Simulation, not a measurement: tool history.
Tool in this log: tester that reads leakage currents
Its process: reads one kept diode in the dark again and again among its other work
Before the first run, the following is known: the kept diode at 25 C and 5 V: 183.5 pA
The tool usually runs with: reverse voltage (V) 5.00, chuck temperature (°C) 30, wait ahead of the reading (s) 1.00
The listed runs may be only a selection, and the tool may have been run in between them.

run	day	reverse voltage (V)	chuck temperature (°C)	wait ahead of the reading (s)	current that the tester gives (pA)
1	0.000	5.00	30	1.00	273.64
2	1.104	5.00	30	1.00	274.11
3	2.625	5.00	30	1.00	273.66
4	4.821	5.00	30	1.00	276.01
5	6.538	5.00	30	3.37	275.74
6	8.025	11.93	30	3.37	378.83
7	9.129	5.00	30	1.00	275.47
8	10.546	5.00	30	1.00	274.82
9	11.742	5.00	30	1.00	276.06
10	13.142	5.00	30	1.00	277.09
# day 14.225: probe card cleaned and baked
11	14.596	5.00	30	1.00	272.47
12	15.967	5.00	30	1.00	272.07
13	17.612	5.00	22	1.00	153.09
14	19.154	5.00	22	1.00	153.70
15	20.988	5.00	30	0.94	274.78
16	22.775	5.00	30	0.79	273.48
17	25.046	5.00	32	1.00	317.63
18	26.429	5.00	27	1.00	223.66
19	27.967	5.00	27	1.00	223.67
20	29.246	5.00	30	1.00	277.20

Run 21 comes next. What will it give?
21	31.292	15.43	40	1.00	?

current that the tester gives (pA): 815.10
With no hidden state in the tool, this same run would have given current that the tester gives (pA) 780.54.

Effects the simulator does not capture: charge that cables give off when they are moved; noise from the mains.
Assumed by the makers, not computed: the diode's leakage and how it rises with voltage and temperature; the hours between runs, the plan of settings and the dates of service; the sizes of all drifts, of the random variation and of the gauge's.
